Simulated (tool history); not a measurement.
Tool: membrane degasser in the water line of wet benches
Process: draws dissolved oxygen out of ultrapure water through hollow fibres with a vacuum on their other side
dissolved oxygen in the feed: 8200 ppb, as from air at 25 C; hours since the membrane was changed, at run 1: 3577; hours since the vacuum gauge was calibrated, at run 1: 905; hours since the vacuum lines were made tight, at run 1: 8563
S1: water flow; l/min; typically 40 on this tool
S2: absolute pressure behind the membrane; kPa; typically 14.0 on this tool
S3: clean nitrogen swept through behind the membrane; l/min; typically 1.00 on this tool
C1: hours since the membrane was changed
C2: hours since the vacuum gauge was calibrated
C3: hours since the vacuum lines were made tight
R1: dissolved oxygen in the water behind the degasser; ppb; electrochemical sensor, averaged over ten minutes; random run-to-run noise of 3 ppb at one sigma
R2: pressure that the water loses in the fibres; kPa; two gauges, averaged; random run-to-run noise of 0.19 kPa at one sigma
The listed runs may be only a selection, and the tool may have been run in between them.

run    hour  S1    S2    S3    C1    C2    C3      R1     R2
  1     0.0  40  14.0  1.00  3577   905  8563   823.4  37.32
  2    92.0  40  14.0  1.00  3669   997  8655   824.5  37.08
      274.2  -- seals of the vacuum lines changed
  3   274.2  40  14.0  1.00  3850  1177     0   824.3  37.33
  4   415.1  40  14.0  1.00  3991  1318   141   818.0  37.63
  5   569.1  40  14.0  1.00  4145  1472   295   812.3  37.29
  6   653.6  40  14.0  1.00  4229  1557   379   822.5  37.27
  7   744.6  40  34.3  1.00  4320  1648   470  1996.6  37.80
  8   932.5  40  14.0  1.65  4508  1836   658   563.5  37.43
  9  1035.4  40  14.0  1.65  4611  1938   761   567.0  37.34
 10  1132.0  49  14.0  1.00  4707  2035   858   979.6  45.27
 11  1317.3  49  14.0  1.00  4893  2220  1043   980.7  45.62
 12  1478.2  49  14.0  1.00  5054  2381  1204   983.8  45.96
 13  1628.5  36  24.2  1.82  5204  2532  1354   852.1  33.72
 14  1761.1  43   9.3  1.82  5337  2664  1487   343.2  40.10
 15  1966.9  43  29.2  1.45  5542  2870  1693  1401.9  39.94
 16  2174.4  40   8.4  1.00  5750  3077  1900   426.6  37.31
 17  2278.9  39  24.9  1.00  5854  3182  2005  1461.4  36.67
 18  2402.7  39  24.9  1.00  5978  3306  2129  1463.1  36.65
 19  2502.4  39  32.1  2.66  6078  3406  2228   890.4  36.17
 20  2607.9  53  12.6  1.00  6183  3511  2334   932.0  49.59
 21  2750.1  53  12.6  1.00  6326  3653  2476   934.2  49.69

Below are 5 alternative next runs, each starting from the tool's condition after run 21. Predict each:
  A  2882.9  49  14.0  1.00  6458  3786  2609   ?   ?
  B  2882.9  53  12.6  1.10  6458  3786  2609   ?   ?
  C  2882.9  53  17.1  1.00  6458  3786  2609   ?   ?
  D  2882.9  41  26.9  2.41  6458  3786  2609   ?   ?
  E  2882.9  31  12.6  1.00  6458  3786  2609   ?   ?

run      R1     R2
  A   969.2  46.30
  B   875.4  49.73
  C  1283.8  49.18
  D   844.8  38.47
  E   577.6  28.76
With the hidden condition removed and each run's random variation left untouched, the same runs would have given:
run      R1     R2
  A   980.5  46.26
  B   885.5  49.69
  C  1298.9  49.14
  D   854.9  38.44
  E   584.4  28.74
